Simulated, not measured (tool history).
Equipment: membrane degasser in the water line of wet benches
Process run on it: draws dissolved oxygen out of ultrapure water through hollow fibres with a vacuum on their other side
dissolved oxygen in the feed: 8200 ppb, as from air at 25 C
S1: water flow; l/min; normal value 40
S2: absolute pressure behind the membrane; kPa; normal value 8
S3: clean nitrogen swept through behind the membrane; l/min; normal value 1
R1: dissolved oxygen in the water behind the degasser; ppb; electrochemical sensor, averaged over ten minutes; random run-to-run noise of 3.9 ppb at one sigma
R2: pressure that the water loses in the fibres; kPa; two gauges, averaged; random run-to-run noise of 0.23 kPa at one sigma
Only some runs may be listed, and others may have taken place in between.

| run | hour | S1 | S2 | S3 | R1 | R2 |
|---|---|---|---|---|---|---|
| 1 | 0 | 40 | 8 | 1 | 401.6 | 58.37 |
| 2 | 46.7 | 40 | 8 | 1 | 393 | 58.6 |
| 3 | 103.4 | 40 | 8 | 1 | 393.2 | 58.76 |
| 4 | 142.1 | 40 | 8 | 1 | 402.8 | 58.45 |
| 5 | 178.4 | 40 | 8 | 0.55 | 598.3 | 58.66 |
| 6 | 203.9 | 40 | 8 | 0.82 | 462 | 58.46 |
| 7 | 248.6 | 40 | 8 | 0.41 | 721.1 | 58.85 |
| 8 | 282.1 | 40 | 8 | 0.41 | 714.4 | 59.07 |
| 9 | 328.5 | 40 | 8 | 0.41 | 713.3 | 59.07 |
|  | 333 | vacuum gauge calibrated |
| 10 | 354.2 | 40 | 8 | 0.41 | 727.5 | 58.32 |
| 11 | 412.9 | 40 | 8 | 0.41 | 732.5 | 59.07 |
| 12 | 457.5 | 40 | 8 | 1 | 409.1 | 58.8 |
| 13 | 510.7 | 40 | 8 | 1 | 412.3 | 58.83 |
| 14 | 539.2 | 40 | 8 | 1 | 407.5 | 58.75 |
|  | 550.4 | vacuum gauge calibrated, once more |
| 15 | 571 | 40 | 8 | 1 | 386.3 | 58.5 |
| 16 | 605.1 | 50 | 8 | 1 | 474.3 | 73.41 |
| 17 | 650.8 | 44 | 7.05 | 0.49 | 540.5 | 64.54 |
| 18 | 675.4 | 36 | 8 | 1 | 354.1 | 52.86 |
| 19 | 706.5 | 35 | 13.93 | 1.13 | 666.3 | 51.34 |
| 20 | 738.6 | 52 | 8 | 1 | 479.8 | 76.85 |
| 21 | 796.9 | 39 | 8.13 | 1 | 389.5 | 57.48 |
| 22 | 822 | 39 | 8.13 | 1 | 380.9 | 57.52 |
| 23 | 860 | 52 | 8.13 | 1 | 504.7 | 76.38 |
| 24 | 906.7 | 52 | 8.13 | 1 | 495.9 | 76.76 |
| 25 | 952.5 | 52 | 8.13 | 1 | 497.8 | 77.25 |
| 26 | 1008.6 | 52 | 17.95 | 1.14 | 1196.8 | 76.65 |
| 27 | 1050.4 | 52 | 17.95 | 0.68 | 1669.7 | 76.46 |
| 28 | 1104.5 | 52 | 17.95 | 0.68 | 1654.7 | 76.78 |
| 29 | 1153.1 | 35 | 5.96 | 1 | 208.9 | 51.99 |
|  | 1164.5 | seals of the vacuum lines changed |
| 30 | 1213.7 | 40 | 10.13 | 1.12 | 502.6 | 58.95 |
| 31 | 1263.5 | 34 | 8.13 | 1.12 | 312.1 | 50.19 |
| 32 | 1290.4 | 52 | 6.88 | 1 | 388.6 | 76.7 |

Each row is a separate what-if for the run after 32, all from the same tool condition, not one after another. Results?
| A | 1347.8 | 52 | 5.42 | 1.05 | ? | ? |
| B | 1347.8 | 56 | 10.08 | 1 | ? | ? |
| C | 1347.8 | 52 | 6.88 | 2.06 | ? | ? |
| D | 1347.8 | 40 | 14.43 | 1 | ? | ? |

| run | R1 | R2 |
|---|---|---|
| A | 248 | 77.34 |
| B | 713.7 | 82.91 |
| C | 232.4 | 76.69 |
| D | 836.6 | 58.89 |
With the hidden condition removed and each run's random variation left untouched, the same runs would have given:
| run | R1 | R2 |
|---|---|---|
| A | 239.9 | 75.74 |
| B | 705.6 | 81.19 |
| C | 226.1 | 75.09 |
| D | 831.6 | 57.66 |

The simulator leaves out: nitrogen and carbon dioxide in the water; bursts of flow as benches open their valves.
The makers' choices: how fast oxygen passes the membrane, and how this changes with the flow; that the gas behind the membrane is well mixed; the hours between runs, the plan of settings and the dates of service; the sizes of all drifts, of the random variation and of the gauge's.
